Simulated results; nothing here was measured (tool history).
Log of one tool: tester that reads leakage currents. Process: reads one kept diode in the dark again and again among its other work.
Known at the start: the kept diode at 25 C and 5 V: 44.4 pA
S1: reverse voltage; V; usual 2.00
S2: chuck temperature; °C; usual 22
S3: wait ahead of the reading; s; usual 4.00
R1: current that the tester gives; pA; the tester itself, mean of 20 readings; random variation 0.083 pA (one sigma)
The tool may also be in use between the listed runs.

run      day     S1  S2    S3      R1
  1    0.000   2.00  22  4.00   24.86
  2    5.008   2.00  22  4.00   24.61
  3    8.138   2.00  22  4.00   24.27
  4   12.504   2.00  22  4.00   24.26
      14.325  -- tester calibrated
  5   16.350   2.00  37  4.00   74.21
  6   18.467   2.00  22  4.00   23.36
  7   22.142   2.54  22  4.00   26.23
  8   26.238   2.54  22  4.00   26.18
  9   29.008   2.00  22  4.00   22.80
 10   33.550   2.00  54  4.00  245.35
      36.183  -- chuck's temperature calibrated
 11   36.712   2.00  54  1.39  271.57
 12   39.833   2.00  54  1.39  267.80
 13   43.171   2.00  36  4.00   71.71
 14   48.154   2.00  36  4.00   70.98
 15   52.504   2.00  36  4.00   70.04
 16   55.783   2.00  36  4.00   69.55
 17   60.888  14.12  36  4.00  196.56
 18   64.062   2.00  22  3.52   23.85
 19   69.146   2.00  22  1.84   23.71
      71.588  -- probe card cleaned and baked
 20   71.588   2.00  41  1.84   92.64
      72.392  -- chuck's temperature calibrated
 21   74.042   2.00  52  8.77  234.40
 22   77.592  19.32  52  0.78  724.02
 23   80.317  19.32  52  0.78  715.14
 24   84.592  19.32  34  3.36  182.85
 25   89.150   2.61  27  3.36   37.72
 26   92.167   2.61  27  3.36   37.28
 27   96.288   2.61  27  3.36   36.89
 28   99.571  13.47  38  0.41  211.56
 29  103.746   2.00  29  1.11   37.91
 30  106.800  12.41  26  2.70   75.59
     108.533  -- chuck's temperature calibrated
 31  111.017  12.41  26  2.70   84.31
 32  114.771  11.23  26  2.70   79.04
 33  119.483   2.00  41  6.76  101.81
 34  124.083   2.00  46  2.79  146.43
 35  127.400   2.00  46  2.79  146.41
 36  129.492   2.00  25  7.53   28.25
 37  132.912   2.00  31  1.05   45.89
 38  138.004   7.03  51  1.86  379.21
 39  141.962  14.14  51  0.42  543.98

4 ways to go on from here, each from the tool as it stands after run 39. What would each give?
     144.729  -- chuck's temperature calibrated
  A  145.058  1.58  22  4.00   ?
     144.729  -- chuck's temperature calibrated
  B  145.058  4.05  20  1.23   ?
     144.729  -- chuck's temperature calibrated
  C  145.058  5.57  32  0.42   ?
     144.729  -- chuck's temperature calibrated
  D  145.058  1.77  54  0.91   ?

run      R1
  A   21.35
  B   31.25
  C   95.22
  D  258.31
Without the tool's hidden state the same runs would have given:
run      R1
  A   19.69
  B   27.28
  C   89.03
  D  253.20
